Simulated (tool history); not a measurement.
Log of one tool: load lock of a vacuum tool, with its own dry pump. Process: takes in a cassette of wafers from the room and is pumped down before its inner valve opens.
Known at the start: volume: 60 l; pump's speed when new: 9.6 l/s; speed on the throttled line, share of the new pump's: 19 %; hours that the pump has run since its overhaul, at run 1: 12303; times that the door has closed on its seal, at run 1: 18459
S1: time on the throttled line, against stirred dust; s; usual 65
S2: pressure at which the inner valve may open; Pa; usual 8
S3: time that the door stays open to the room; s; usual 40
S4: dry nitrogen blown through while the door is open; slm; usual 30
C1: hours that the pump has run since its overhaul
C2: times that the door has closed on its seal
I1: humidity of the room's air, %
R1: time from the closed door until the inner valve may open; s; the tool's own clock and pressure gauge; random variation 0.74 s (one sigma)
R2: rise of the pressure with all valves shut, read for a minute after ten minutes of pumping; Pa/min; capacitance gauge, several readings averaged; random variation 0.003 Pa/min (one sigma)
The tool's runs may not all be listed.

run    hour  S1  S2   S3  S4     C1     C2    I1     R1     R2
  1     0.0  65   8   40  30  12303  18459  43.6  129.7  0.034
       66.5  -- dry pump taken out, an overhauled one fitted
  2   118.1  65   8   40  30     52  18716  47.8  111.2  0.043
  3   288.8  65   8   40  25    222  19108  45.9  111.6  0.046
  4   448.7  65   8   40  25    382  19475  44.4  113.2  0.050
  5   541.2  65   8   40  25    475  19687  43.1  112.6  0.042
  6   627.4  65   8  147  30    561  19885  45.9  112.7  0.062
  7   756.8  65   8  147  30    690  20182  43.6  113.3  0.053
  8   949.7  65   8  147  30    883  20625  46.6  112.5  0.063
  9  1108.3  65   8  147  30   1042  20989  42.7  112.3  0.061
 10  1235.6  65   7  147  30   1169  21281  42.5  114.3  0.056
 11  1398.0  65   7  147  30   1331  21653  42.7  113.9  0.062
 12  1576.3  65   7  147  30   1510  22063  47.7  113.5  0.064
 13  1767.8  65   7  147  30   1701  22502  42.5  112.5  0.058
 14  1877.6  65   7  147  30   1811  22754  46.6  114.5  0.071
 15  1995.4  65   8   40  30   1929  23024  43.6  113.5  0.050
 16  2133.9  65   8   77  30   2067  23342  46.8  113.4  0.056
 17  2335.2  65   8   77  30   2269  23804  45.3  112.3  0.065
 18  2458.1  65   8   77  30   2392  24086  45.3  114.6  0.064
 19  2633.9  65   8   77  30   2567  24489  46.2  114.2  0.062
 20  2835.6  65   8   77  30   2769  24952  47.2  113.9  0.053
 21  2945.2  65   7   84  25   2879  25204  45.8  114.7  0.061
 22  3066.5  65   7   84  25   3000  25482  44.0  114.9  0.064
 23  3259.9  65   7   84  25   3193  25926  45.3  116.3  0.067
 24  3410.3  65   7   84  25   3344  26271  45.9  114.5  0.068
 25  3600.6  65   7   84  25   3534  26708  49.1  116.7  0.067
 26  3712.4  65   7   84  25   3646  26964  46.8  117.5  0.068
 27  3918.4  74   7  171  25   3852  27437  46.3  124.2  0.084
 28  4070.0  74   9  171  13   4004  27785  42.0  121.5  0.094
 29  4259.6  93   9  132   6   4193  28220  48.1  138.4  0.106
 30  4351.6  65   6   40  31   4285  28431  42.7  117.2  0.055
 31  4538.4  65   6   71   5   4472  28859  47.1  119.4  0.091
 32  4730.7  65   6   71   5   4664  29301  43.8  118.7  0.094
 33  4912.7  65   6   71   5   4846  29718  46.5  118.8  0.090
 34  5109.6  65   6   63   5   5043  30170  45.0  119.3  0.089
 35  5207.9  65   6   63   5   5141  30396  44.3  119.1  0.086
 36  5409.0  36   8   40  14   5343  30857  44.4   95.7  0.076
 37  5537.3  71   8  183  25   5471  31152  45.0  122.4  0.089
 38  5695.4  62   8   62   5   5629  31514  43.4  115.4  0.082

Measured less the same run without the tool's hidden state. The same run-to-run variation is in both; the gauge's scatter may not be:
The hidden state here: pump's speed, % of a new pump's; leak at the door's seal, Pa l/s; drift of the gauge itself on ready_s, %; drift of the gauge itself on rise_pa_min, %.
run     R1      R2
  1  +17.8  +0.021
  2   -0.5  +0.021
  3   -0.3  +0.022
  4   -0.1  +0.023
  5   +0.0  +0.023
  6   +0.1  +0.024
  7   +0.1  +0.024
  8   +0.3  +0.025
  9   +0.5  +0.025
 10   +0.7  +0.026
 11   +0.9  +0.026
 12   +1.1  +0.027
 13   +1.2  +0.027
 14   +1.4  +0.029
 15   +1.5  +0.028
 16   +1.6  +0.029
 17   +2.0  +0.030
 18   +2.1  +0.030
 19   +2.3  +0.031
 20   +2.5  +0.032
 21   +2.5  +0.032
 22   +2.7  +0.033
 23   +2.9  +0.034
 24   +3.0  +0.035
 25   +3.3  +0.036
 26   +3.4  +0.036
 27   +3.5  +0.037
 28   +3.6  +0.038
 29   +3.5  +0.039
 30   +4.2  +0.040
 31   +4.6  +0.040
 32   +4.7  +0.041
 33   +4.9  +0.042
 34   +5.3  +0.043
 35   +5.4  +0.044
 36   +6.2  +0.045
 37   +5.6  +0.044
 38   +5.8  +0.045

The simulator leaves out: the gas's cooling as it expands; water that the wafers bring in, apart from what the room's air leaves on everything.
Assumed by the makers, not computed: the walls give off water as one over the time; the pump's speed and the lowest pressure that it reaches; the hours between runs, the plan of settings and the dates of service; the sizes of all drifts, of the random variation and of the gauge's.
